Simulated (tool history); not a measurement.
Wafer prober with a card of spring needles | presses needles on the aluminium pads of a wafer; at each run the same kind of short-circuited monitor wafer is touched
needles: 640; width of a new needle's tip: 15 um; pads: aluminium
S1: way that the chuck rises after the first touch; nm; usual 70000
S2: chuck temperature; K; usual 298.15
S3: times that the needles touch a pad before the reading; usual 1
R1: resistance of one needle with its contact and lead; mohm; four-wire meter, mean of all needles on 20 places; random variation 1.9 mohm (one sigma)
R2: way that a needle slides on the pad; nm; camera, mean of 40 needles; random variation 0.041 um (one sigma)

{"run": 1, "hour": 0.0, "S1": 70000, "S2": 298.15, "S3": 1, "R1": 201, "R2": 16400}
{"hour": 29.6, "done": "tips cleaned on abrasive film"}
{"run": 2, "hour": 43.0, "S1": 70000, "S2": 298.15, "S3": 1, "R1": 253, "R2": 16470}
{"hour": 59.7, "done": "tips cleaned on abrasive film"}
{"hour": 90.0, "done": "tips cleaned on abrasive film"}
{"run": 3, "hour": 95.5, "S1": 53000, "S2": 298.15, "S3": 1, "R1": 273, "R2": 12330}
{"hour": 117.9, "done": "tips cleaned on abrasive film"}
{"run": 4, "hour": 131.0, "S1": 70000, "S2": 298.15, "S3": 1, "R1": 263, "R2": 16420}
{"hour": 147.3, "done": "tips cleaned on abrasive film"}
{"run": 5, "hour": 172.3, "S1": 51000, "S2": 298.15, "S3": 1, "R1": 332, "R2": 11870}
{"hour": 177.0, "done": "tips cleaned on abrasive film"}
{"run": 6, "hour": 202.1, "S1": 51000, "S2": 298.15, "S3": 1, "R1": 337, "R2": 11740}
{"hour": 206.6, "done": "tips cleaned on abrasive film"}
{"run": 7, "hour": 228.2, "S1": 70000, "S2": 309.15, "S3": 1, "R1": 266, "R2": 16260}
{"hour": 235.9, "done": "tips cleaned on abrasive film"}
{"hour": 265.7, "done": "tips cleaned on abrasive film"}
{"run": 8, "hour": 280.5, "S1": 70000, "S2": 309.15, "S3": 1, "R1": 264, "R2": 16240}
{"hour": 296.2, "done": "tips cleaned on abrasive film"}
{"run": 9, "hour": 305.0, "S1": 70000, "S2": 389.15, "S3": 1, "R1": 268, "R2": 16170}
{"hour": 325.8, "done": "tips cleaned on abrasive film"}
{"run": 10, "hour": 339.0, "S1": 70000, "S2": 389.15, "S3": 1, "R1": 276, "R2": 16150}
{"hour": 356.1, "done": "tips cleaned on abrasive film"}
{"hour": 385.9, "done": "tips cleaned on abrasive film"}
{"run": 11, "hour": 393.5, "S1": 70000, "S2": 389.15, "S3": 1, "R1": 262, "R2": 16240}
{"hour": 417.1, "done": "tips cleaned on abrasive film"}
{"run": 12, "hour": 444.2, "S1": 70000, "S2": 298.15, "S3": 1, "R1": 272, "R2": 16140}
{"hour": 446.5, "done": "tips cleaned on abrasive film"}
{"run": 13, "hour": 470.5, "S1": 70000, "S2": 298.15, "S3": 1, "R1": 268, "R2": 16130}
{"hour": 474.5, "done": "tips cleaned on abrasive film"}
{"hour": 474.8, "done": "height of the first contact set anew"}
{"hour": 503.0, "done": "tips cleaned on abrasive film"}
{"run": 14, "hour": 503.0, "S1": 70000, "S2": 298.15, "S3": 1, "R1": 210, "R2": 16460}
{"hour": 531.2, "done": "tips cleaned on abrasive film"}
{"run": 15, "hour": 531.2, "S1": 70000, "S2": 298.15, "S3": 1, "R1": 200, "R2": 16490}

The next listed run, before its measurement:
{"hour": 562.4, "done": "tips cleaned on abrasive film"}
{"run": 16, "hour": 583.4, "S1": 70000, "S2": 298.15, "S3": 1, "R1": "?", "R2": "?"}

R1: 270 mohm
R2: 16430 nm
Without the tool's hidden state the same run would have given R1 196 mohm, R2 16470 nm.

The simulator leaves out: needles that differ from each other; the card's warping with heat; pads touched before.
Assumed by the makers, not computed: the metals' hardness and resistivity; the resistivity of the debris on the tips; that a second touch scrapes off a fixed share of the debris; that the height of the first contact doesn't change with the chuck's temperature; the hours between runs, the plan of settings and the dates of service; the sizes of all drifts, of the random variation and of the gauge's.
